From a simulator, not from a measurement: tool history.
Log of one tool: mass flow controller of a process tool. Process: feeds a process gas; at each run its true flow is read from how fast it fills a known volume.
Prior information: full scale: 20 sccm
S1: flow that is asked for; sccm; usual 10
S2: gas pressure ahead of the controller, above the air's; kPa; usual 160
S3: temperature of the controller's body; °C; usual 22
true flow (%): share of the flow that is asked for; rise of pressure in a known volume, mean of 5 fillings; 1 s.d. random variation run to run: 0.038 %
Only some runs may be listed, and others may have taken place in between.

run 1 hour=0.0 | S1=10 S2=160 S3=22 | true_flow_(%)=98.93
run 2 hour=130.7 | S1=10 S2=147 S3=22 | true_flow_(%)=98.97
run 3 hour=193.5 | S1=10 S2=249 S3=22 | true_flow_(%)=98.31
run 4 hour=281.0 | S1=10 S2=160 S3=22 | true_flow_(%)=98.94
run 5 hour=389.3 | S1=10 S2=160 S3=33 | true_flow_(%)=98.16
run 6 hour=477.6 | S1=10 S2=160 S3=33 | true_flow_(%)=98.04
run 7 hour=626.2 | S1=10 S2=160 S3=33 | true_flow_(%)=98.09
run 8 hour=701.8 | S1=10 S2=160 S3=33 | true_flow_(%)=98.15
run 9 hour=765.6 | S1=10 S2=160 S3=33 | true_flow_(%)=98.12
run 10 hour=853.7 | S1=10 S2=160 S3=33 | true_flow_(%)=98.14
run 11 hour=957.8 | S1=10 S2=160 S3=33 | true_flow_(%)=98.11
run 12 hour=1079.7 | S1=10 S2=160 S3=33 | true_flow_(%)=98.07
run 13 hour=1187.3 | S1=10 S2=160 S3=33 | true_flow_(%)=98.13
run 14 hour=1294.2 | S1=10 S2=160 S3=22 | true_flow_(%)=98.89
run 15 hour=1367.1 | S1=10 S2=169 S3=22 | true_flow_(%)=98.78
run 16 hour=1473.1 | S1=10 S2=169 S3=22 | true_flow_(%)=98.76
run 17 hour=1596.6 | S1=10 S2=169 S3=22 | true_flow_(%)=98.83
run 18 hour=1740.3 | S1=10 S2=160 S3=32 | true_flow_(%)=98.02
run 19 hour=1862.1 | S1=3 S2=188 S3=35 | true_flow_(%)=95.74
run 20 hour=1998.3 | S1=3 S2=243 S3=34 | true_flow_(%)=95.34
run 21 hour=2120.0 | S1=3 S2=160 S3=22 | true_flow_(%)=96.76
run 22 hour=2253.8 | S1=7 S2=204 S3=29 | true_flow_(%)=97.35
run 23 hour=2364.0 | S1=10 S2=160 S3=32 | true_flow_(%)=98.07
run 24 hour=2469.6 | S1=10 S2=160 S3=32 | true_flow_(%)=98.01
run 25 hour=2601.1 | S1=7 S2=167 S3=32 | true_flow_(%)=97.39
run 26 hour=2707.4 | S1=7 S2=167 S3=32 | true_flow_(%)=97.29
run 27 hour=2838.2 | S1=7 S2=167 S3=32 | true_flow_(%)=97.31
run 28 hour=2962.3 | S1=8 S2=186 S3=24 | true_flow_(%)=97.99
run 29 hour=3105.4 | S1=8 S2=186 S3=24 | true_flow_(%)=97.96
run 30 hour=3243.3 | S1=12 S2=160 S3=38 | true_flow_(%)=97.93
run 31 hour=3331.0 | S1=12 S2=160 S3=38 | true_flow_(%)=97.91
run 32 hour=3434.5 | S1=3 S2=204 S3=21 | true_flow_(%)=96.11
run 33 hour=3576.3 | S1=3 S2=204 S3=21 | true_flow_(%)=96.08
run 34 hour=3679.0 | S1=3 S2=168 S3=22 | true_flow_(%)=96.19

3 ways to go on from here, each from the tool as it stands after run 34. What would each give?
run A hour=3766.1 | S1=10 S2=152 S3=38 | true_flow_(%)=?
run B hour=3766.1 | S1=15 S2=160 S3=31 | true_flow_(%)=?
run C hour=3766.1 | S1=3 S2=175 S3=22 | true_flow_(%)=?

run=A true_flow_(%)=97.64
run=B true_flow_(%)=98.90
run=C true_flow_(%)=96.14
Take away the tool's hidden state, keep each run's random variation, and the runs would have read:
run=A true_flow_(%)=98.13
run=B true_flow_(%)=99.17
run=C true_flow_(%)=98.17
